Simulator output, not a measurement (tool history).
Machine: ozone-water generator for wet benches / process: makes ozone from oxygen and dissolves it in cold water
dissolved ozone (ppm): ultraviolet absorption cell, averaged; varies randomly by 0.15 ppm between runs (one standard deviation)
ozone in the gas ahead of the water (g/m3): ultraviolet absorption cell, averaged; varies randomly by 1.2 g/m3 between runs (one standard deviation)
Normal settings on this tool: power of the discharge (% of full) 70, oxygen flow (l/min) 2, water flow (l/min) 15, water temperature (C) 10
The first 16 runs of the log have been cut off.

run	hour	power of the discharge (% of full)	oxygen flow (l/min)	water flow (l/min)	water temperature (C)	dissolved ozone (ppm)	ozone in the gas ahead of the water (g/m3)
# hour 1552.7: contactor cleaned, once more
17	1581.2	70	2.04	15	17	14.2	177.8
18	1702.4	70	2.04	15	17	14.4	177.5
19	1801.9	70	2.04	15	17	14.2	176.9
20	1875.1	82	2.04	15	16	15.2	190.7
21	1988.3	82	2.27	16	16	14.6	176.9
22	2053.3	64	2	19	10	11.3	167.9
23	2185.9	64	2	19	10	11.4	168.3
24	2264.5	64	2	19	10	11.2	168.5
25	2387	64	2	19	10	11	167.4
26	2472.1	64	2.82	19	6	12.9	140.5
27	2578.8	46	3.16	18	7	11.5	114.3
28	2691	41	2.99	18	10	10.5	111.3
29	2762	41	2.99	18	10	10.6	111.1
30	2870.4	70	1.94	13	7	16.7	173
31	2960.7	49	1.2	15	6	10.7	191.5

Run 32 comes next. What will it give?
# hour 3005: water thermometer calibrated
32	3037.1	49	1.2	15	6	?	?

{"run 32": {"dissolved ozone (ppm)": 11, "ozone in the gas ahead of the water (g/m3)": 191}}
With no hidden state in the tool, this same run would have given dissolved ozone (ppm) 13.2, ozone in the gas ahead of the water (g/m3) 229.
